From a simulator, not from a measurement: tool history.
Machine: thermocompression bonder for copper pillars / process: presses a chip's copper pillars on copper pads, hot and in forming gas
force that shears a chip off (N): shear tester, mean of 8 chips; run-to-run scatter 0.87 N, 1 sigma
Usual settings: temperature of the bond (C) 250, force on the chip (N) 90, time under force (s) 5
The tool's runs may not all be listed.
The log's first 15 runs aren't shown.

run	hour	temperature of the bond (C)	force on the chip (N)	time under force (s)	force that shears a chip off (N)
16	171.2	272	134	6	99.4
# hour 173.4: force cell calibrated
17	186.0	250	90	4	71.2
18	197.5	257	90	4	77.0
# hour 206.4: force cell calibrated, once more
19	208.6	257	90	4	75.7
20	217.5	246	90	9	82.6
21	226.9	273	90	5	89.9
22	242.4	224	61	6	45.5
23	257.7	280	86	6	91.2
24	269.0	280	86	6	92.8
25	282.6	246	119	5	83.2
26	295.7	248	80	7	76.0
27	310.1	248	80	7	76.3
28	321.3	248	68	7	66.7
29	335.2	248	68	7	67.5
30	346.8	238	84	4	58.8

What if the next run were any one of these 4? Each begins from the tool's condition after run 30:
A	355.9	237	91	7	?
B	355.9	238	84	6	?
C	355.9	258	112	8	?
D	355.9	255	90	5	?

run	force that shears a chip off (N)
A	69.4
B	65.6
C	94.5
D	77.3
What these runs would have given with no unlogged condition in the tool:
run	force that shears a chip off (N)
A	66.1
B	62.0
C	94.8
D	74.9
